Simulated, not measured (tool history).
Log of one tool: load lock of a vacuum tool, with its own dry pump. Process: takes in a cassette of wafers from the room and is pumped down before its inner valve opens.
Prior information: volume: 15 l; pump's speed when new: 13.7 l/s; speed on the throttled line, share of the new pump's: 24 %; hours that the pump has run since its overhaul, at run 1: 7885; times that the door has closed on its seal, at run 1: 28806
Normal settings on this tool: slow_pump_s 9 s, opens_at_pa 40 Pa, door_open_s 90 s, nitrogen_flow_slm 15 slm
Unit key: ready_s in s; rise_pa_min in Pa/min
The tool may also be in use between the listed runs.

run,hour,slow_pump_s,opens_at_pa,door_open_s,nitrogen_flow_slm,hours that the pump has run since its overhaul,times that the door has closed on its seal,"incoming humidity of the room's air, %",ready_s,rise_pa_min
1,0,9,40,90,15,7885,28806,46.3,15.4,0.064
2,625.3,9,40,90,15,8510,30854,46.6,15.45,0.067
3,1193,9,40,90,15,9078,32713,43.9,15.45,0.063
4,1661.7,9,40,90,9,9546,34248,46.3,15.51,0.079
5,2282,9,40,90,9,10167,36280,42.7,15.45,0.072
6,2572,9,40,90,34,10457,37230,47.4,15.43,0.044
7,3039.3,9,40,90,34,10924,38760,46.7,15.48,0.045
# hour 3478.7: door's seal changed, seat wiped
8,3499.8,9,40,90,34,11383,69,45,15.4,0.036
9,4153.3,9,40,90,34,12036,2210,42.3,15.46,0.037
10,4793.5,9,40,90,34,12677,4306,48.5,15.46,0.044
11,5116.2,9,40,90,34,12999,5363,43.5,15.44,0.032
12,5603.5,9,40,90,15,13487,6959,40.5,15.41,0.061
13,6219.5,9,37,90,15,14103,8977,42.5,15.53,0.065
14,6823.6,9,37,90,15,14707,10955,44.4,15.51,0.068
15,7145.8,5,40,90,15,15029,12010,45.1,12.47,0.06
16,7768.2,9,64,90,15,15651,14049,45.8,14.95,0.064
17,8220,9,40,90,15,16103,15529,45.4,15.49,0.062
# hour 8275.3: dry pump taken out, an overhauled one fitted
18,8800.8,9,40,90,15,526,17411,43,15.5,0.06
19,9439.5,7,45,193,17,1164,19503,46.8,13.82,0.086
20,9780.9,7,58,193,11,1506,20621,42,13.49,0.096
21,10403.8,7,44,193,25,2129,22661,48.2,13.81,0.07
22,10826.8,8,32,198,25,2552,24047,43.2,14.97,0.065
23,11442.8,9,31,87,43,3168,26064,48.3,15.73,0.04
24,12067.7,9,71,131,16,3792,28111,43.6,14.79,0.069
25,12413.9,9,71,131,16,4139,29245,42.1,14.82,0.066
26,12730.7,9,71,131,16,4455,30282,44,14.81,0.069
27,13369.4,9,71,131,16,5094,32374,47.4,14.77,0.071
28,13691.7,4,40,27,15,5416,33429,45.9,11.67,0.041
29,14190.8,11,40,90,41,5916,35064,42.1,17,0.031
30,14867.1,11,41,164,38,6592,37279,47.8,16.98,0.046
31,15383.2,9,40,126,9,7108,38969,42.9,15.45,0.087
# hour 15743.3: door's seal changed, seat wiped
32,15771.8,6,54,126,6,7495,93,45,12.79,0.106
33,16343.8,11,29,52,12,8067,1966,42.4,17.36,0.052
34,16813.6,7,34,52,12,8537,3505,45.5,14.14,0.054
35,17157.4,5,62,97,14,8881,4631,45.1,11.95,0.068
36,17608.2,5,62,97,14,9331,6107,43.6,11.84,0.063

4 ways to go on from here, each from the tool as it stands after run 36. What would each give?
A,18081.5,11,40,45,15,9805,7658,48.9,?,?
B,18081.5,9,51,90,44,9805,7658,46.4,?,?
C,18081.5,9,58,90,15,9805,7658,49.5,?,?
D,18081.5,9,40,90,6,9805,7658,42.5,?,?

run,ready_s,rise_pa_min
A,17,0.051
B,15.19,0.032
C,15.03,0.066
D,15.37,0.079
With the hidden condition removed and each run's random variation left untouched, the same runs would have given:
run,ready_s,rise_pa_min
A,17,0.051
B,15.19,0.031
C,15.03,0.066
D,15.37,0.079
